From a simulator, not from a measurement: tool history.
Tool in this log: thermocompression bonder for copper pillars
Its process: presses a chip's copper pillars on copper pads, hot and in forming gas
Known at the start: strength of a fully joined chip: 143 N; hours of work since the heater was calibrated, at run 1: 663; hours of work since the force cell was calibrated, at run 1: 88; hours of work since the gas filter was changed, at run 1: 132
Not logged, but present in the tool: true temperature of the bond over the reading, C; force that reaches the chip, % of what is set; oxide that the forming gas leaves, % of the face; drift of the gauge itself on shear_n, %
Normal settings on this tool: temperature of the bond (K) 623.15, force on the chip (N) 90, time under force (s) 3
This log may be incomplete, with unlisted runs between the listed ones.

run	hour	temperature of the bond (K)	force on the chip (N)	time under force (s)	hours of work since the heater was calibrated	hours of work since the force cell was calibrated	hours of work since the gas filter was changed	force that shears a chip off (N)
1	0.0	623.15	90	3	663	88	132	99.9
2	9.6	623.15	90	8	669	94	138	121.1
3	14.7	650.15	90	8	673	98	141	128.2
4	25.0	650.15	90	8	679	104	148	127.3
5	31.2	650.15	90	8	684	109	152	128.0
6	41.4	650.15	90	8	690	115	159	127.2
7	49.2	623.15	90	5	696	121	164	111.6
8	59.7	623.15	90	5	702	127	171	110.2
9	68.8	623.15	90	3	709	134	177	99.0
10	75.2	623.15	90	3	713	138	181	99.4
11	83.0	623.15	88	3	718	143	187	98.3
12	91.6	623.15	88	3	724	149	192	98.4
13	101.0	623.15	88	3	730	155	199	97.7
14	108.3	623.15	57	4	735	160	203	87.8
15	115.7	623.15	57	4	740	165	208	86.5
16	124.2	623.15	57	4	745	170	214	86.7
17	133.0	638.15	64	3	751	176	220	91.0
18	141.2	638.15	64	3	757	182	225	90.3
19	148.9	616.15	90	3	762	187	230	94.5
20	157.3	616.15	90	3	767	192	236	94.8
# hour 166.1: forming gas filter changed
21	169.4	615.15	57	4	775	200	2	87.3
22	174.2	596.15	57	4	778	203	5	77.3
23	181.1	644.15	105	3	783	208	10	116.7
24	185.9	644.15	99	7	786	211	13	130.7
25	191.5	650.15	107	3	790	215	17	119.9
26	199.1	623.15	90	2	795	220	22	92.6

Results per run with the tool's hidden condition removed, run-to-run variation unchanged:
run	force that shears a chip off (N)
1	101.3
2	123.8
3	131.6
4	130.9
5	131.7
6	131.0
7	114.4
8	113.0
9	101.4
10	101.8
11	100.8
12	101.0
13	100.5
14	90.1
15	88.9
16	89.2
17	94.0
18	93.4
19	97.7
20	98.1
21	85.7
22	75.6
23	115.9
24	130.4
25	119.3
26	91.4

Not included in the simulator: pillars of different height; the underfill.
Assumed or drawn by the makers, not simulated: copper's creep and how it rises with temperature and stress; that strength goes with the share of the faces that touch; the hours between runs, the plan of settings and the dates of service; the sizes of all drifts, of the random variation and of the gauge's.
